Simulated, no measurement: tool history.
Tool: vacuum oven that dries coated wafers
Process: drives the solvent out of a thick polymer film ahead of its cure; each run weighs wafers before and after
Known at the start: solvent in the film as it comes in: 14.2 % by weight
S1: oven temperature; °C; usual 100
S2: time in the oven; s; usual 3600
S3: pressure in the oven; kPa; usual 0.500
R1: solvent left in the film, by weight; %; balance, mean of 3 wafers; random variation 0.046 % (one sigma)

{"run": 1, "hour": 0.0, "S1": 100, "S2": 3600, "S3": 0.5, "R1": 0.78}
{"run": 2, "hour": 93.1, "S1": 98, "S2": 3600, "S3": 0.5, "R1": 1.11}
{"run": 3, "hour": 159.3, "S1": 98, "S2": 3600, "S3": 0.5, "R1": 1.03}
{"run": 4, "hour": 214.7, "S1": 100, "S2": 3600, "S3": 0.615, "R1": 0.92}
{"run": 5, "hour": 294.8, "S1": 100, "S2": 3600, "S3": 0.615, "R1": 0.85}
{"run": 6, "hour": 394.6, "S1": 100, "S2": 3600, "S3": 0.5, "R1": 0.76}
{"run": 7, "hour": 444.6, "S1": 100, "S2": 3600, "S3": 0.5, "R1": 0.91}
{"run": 8, "hour": 553.5, "S1": 100, "S2": 2640, "S3": 0.5, "R1": 1.62}
{"run": 9, "hour": 623.3, "S1": 100, "S2": 3600, "S3": 1.13, "R1": 1.19}
{"run": 10, "hour": 733.3, "S1": 100, "S2": 3600, "S3": 0.5, "R1": 0.96}
{"run": 11, "hour": 823.6, "S1": 100, "S2": 3600, "S3": 0.5, "R1": 1.0}
{"run": 12, "hour": 883.2, "S1": 100, "S2": 3600, "S3": 0.5, "R1": 0.92}
{"run": 13, "hour": 955.3, "S1": 100, "S2": 3600, "S3": 0.301, "R1": 0.92}
{"run": 14, "hour": 1050.3, "S1": 100, "S2": 3600, "S3": 0.301, "R1": 0.94}
{"run": 15, "hour": 1129.7, "S1": 100, "S2": 3600, "S3": 0.301, "R1": 0.89}
{"run": 16, "hour": 1192.1, "S1": 100, "S2": 3600, "S3": 0.301, "R1": 0.95}
{"run": 17, "hour": 1305.4, "S1": 100, "S2": 2460, "S3": 0.5, "R1": 1.94}
{"hour": 1382.4, "done": "oven's thermocouples calibrated"}
{"run": 18, "hour": 1393.7, "S1": 100, "S2": 3600, "S3": 0.5, "R1": 0.78}
{"run": 19, "hour": 1492.4, "S1": 100, "S2": 3600, "S3": 0.5, "R1": 0.81}
{"run": 20, "hour": 1570.9, "S1": 100, "S2": 3600, "S3": 0.5, "R1": 0.86}
{"run": 21, "hour": 1619.5, "S1": 100, "S2": 3600, "S3": 0.5, "R1": 0.88}
{"run": 22, "hour": 1718.9, "S1": 100, "S2": 3600, "S3": 0.5, "R1": 0.82}
{"run": 23, "hour": 1807.8, "S1": 100, "S2": 3600, "S3": 0.5, "R1": 0.95}
{"run": 24, "hour": 1873.2, "S1": 100, "S2": 3600, "S3": 1.554, "R1": 1.27}
{"run": 25, "hour": 1937.4, "S1": 112, "S2": 3060, "S3": 0.99, "R1": 0.44}
{"run": 26, "hour": 2003.6, "S1": 113, "S2": 5820, "S3": 0.5, "R1": 0.32}
{"run": 27, "hour": 2121.5, "S1": 114, "S2": 5760, "S3": 1.079, "R1": 0.5}
{"run": 28, "hour": 2211.8, "S1": 98, "S2": 2580, "S3": 0.5, "R1": 2.15}
{"run": 29, "hour": 2319.0, "S1": 98, "S2": 5580, "S3": 0.284, "R1": 0.59}
{"run": 30, "hour": 2400.3, "S1": 98, "S2": 5220, "S3": 0.284, "R1": 0.65}
{"run": 31, "hour": 2462.8, "S1": 111, "S2": 5520, "S3": 0.5, "R1": 0.33}
{"run": 32, "hour": 2553.2, "S1": 111, "S2": 5520, "S3": 0.5, "R1": 0.36}
{"run": 33, "hour": 2603.7, "S1": 94, "S2": 3060, "S3": 0.84, "R1": 2.89}
{"run": 34, "hour": 2698.7, "S1": 94, "S2": 3060, "S3": 0.84, "R1": 2.8}
{"run": 35, "hour": 2759.4, "S1": 94, "S2": 3060, "S3": 0.84, "R1": 2.87}
{"run": 36, "hour": 2864.5, "S1": 102, "S2": 1860, "S3": 0.5, "R1": 2.24}
{"hour": 2946.2, "done": "oven's thermocouples calibrated"}
{"run": 37, "hour": 2969.4, "S1": 106, "S2": 1860, "S3": 0.256, "R1": 1.26}
{"run": 38, "hour": 3070.5, "S1": 106, "S2": 1860, "S3": 0.256, "R1": 1.29}
{"hour": 3110.2, "done": "vacuum gauge cleaned of residue and calibrated"}
{"run": 39, "hour": 3130.2, "S1": 102, "S2": 2160, "S3": 0.5, "R1": 1.48}
{"run": 40, "hour": 3206.7, "S1": 102, "S2": 2160, "S3": 0.5, "R1": 1.48}
{"run": 41, "hour": 3270.3, "S1": 113, "S2": 4080, "S3": 0.555, "R1": 0.21}
{"run": 42, "hour": 3319.6, "S1": 100, "S2": 6240, "S3": 1.041, "R1": 0.51}
{"run": 43, "hour": 3382.9, "S1": 87, "S2": 3540, "S3": 0.388, "R1": 3.71}
{"run": 44, "hour": 3431.0, "S1": 87, "S2": 3540, "S3": 0.388, "R1": 3.82}
{"run": 45, "hour": 3505.1, "S1": 91, "S2": 2580, "S3": 0.5, "R1": 3.86}
{"run": 46, "hour": 3593.7, "S1": 103, "S2": 3000, "S3": 0.372, "R1": 0.59}

4 ways to go on from here, each from the tool as it stands after run 46. What would each give?
{"run": "A", "hour": 3672.1, "S1": 105, "S2": 2460, "S3": 0.575, "R1": "?"}
{"run": "B", "hour": 3672.1, "S1": 95, "S2": 3000, "S3": 0.372, "R1": "?"}
{"run": "C", "hour": 3672.1, "S1": 100, "S2": 3600, "S3": 0.61, "R1": "?"}
{"run": "D", "hour": 3672.1, "S1": 90, "S2": 3540, "S3": 0.372, "R1": "?"}

run=A R1=0.76
run=B R1=2.12
run=C R1=0.86
run=D R1=2.91
Without the tool's hidden state the same runs would have given:
run=A R1=0.67
run=B R1=1.97
run=C R1=0.77
run=D R1=2.74
